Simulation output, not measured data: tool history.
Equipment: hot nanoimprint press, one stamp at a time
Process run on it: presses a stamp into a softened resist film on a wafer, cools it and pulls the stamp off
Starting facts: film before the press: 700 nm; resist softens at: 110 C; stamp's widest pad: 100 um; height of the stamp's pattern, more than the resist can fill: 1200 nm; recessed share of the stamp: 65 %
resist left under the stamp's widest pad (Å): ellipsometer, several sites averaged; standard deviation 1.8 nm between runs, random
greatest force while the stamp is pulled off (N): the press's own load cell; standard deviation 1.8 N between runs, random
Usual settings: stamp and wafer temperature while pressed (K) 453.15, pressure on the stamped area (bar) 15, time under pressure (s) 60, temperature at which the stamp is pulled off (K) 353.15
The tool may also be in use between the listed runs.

run	hour	stamp and wafer temperature while pressed (K)	pressure on the stamped area (bar)	time under pressure (s)	temperature at which the stamp is pulled off (K)	resist left under the stamp's widest pad (Å)	greatest force while the stamp is pulled off (N)
1	0	453.15	15	60	353.15	3127	103
2	74.8	453.15	15	60	353.15	3202	112
3	146.8	453.15	15	81	353.15	2871	124
4	190.2	453.15	15	81	353.15	2888	130
# hour 237.5: stamp cleaned and given a new release coat
5	264.3	453.15	15	81	353.15	2905	110
6	298.3	453.15	15	76	353.15	3001	112
# hour 308.3: plate thermocouple calibrated
7	366.4	453.15	15	76	353.15	3162	118
8	427.2	447.15	18.5	60	353.15	4336	128
# hour 478: stamp cleaned and given a new release coat
9	478	447.15	18.5	60	353.15	4369	105
10	532.2	447.15	19.9	64	342.15	4248	123
11	586.9	447.15	19.9	64	342.15	4279	132
12	642.6	461.15	12	62	350.15	2626	132
# hour 690.1: plate thermocouple calibrated, once more
13	701	461.15	12	62	354.15	2126	130
# hour 718.2: stamp cleaned and given a new release coat
14	740	458.15	15	60	347.15	2296	111

Some steps in resist left under the stamp's widest pad (Å), run to run, broken into two amounts with sign: the step expected even without the hidden condition (settings, incoming material, random variation), and the rest, left for the hidden condition together with whatever gauge scatter is not in both the measured and the hidden-condition-free result:
Hidden conditions of the tool in this case: true temperature over the reading, C; pressure that arrives at the usual setting, %; grip of the stamp's worn release coat, % over a new coat's; drift of the gauge itself on residual_nm, %; drift of the gauge itself on pull_off_n, %.
Run 11 -> 12: stamp and wafer temperature while pressed (K) 447.15 -> 461.15, pressure on the stamped area (bar) 19.9 -> 12, time under pressure (s) 64 -> 62, temperature at which the stamp is pulled off (K) 342.15 -> 350.15. resist left under the stamp's widest pad (Å) -1653: hidden state -238, all else -1415.
Run 12 -> 13: temperature at which the stamp is pulled off (K) 350.15 -> 354.15, plate thermocouple calibrated, once more. resist left under the stamp's widest pad (Å) -500: hidden state -459, all else -41.
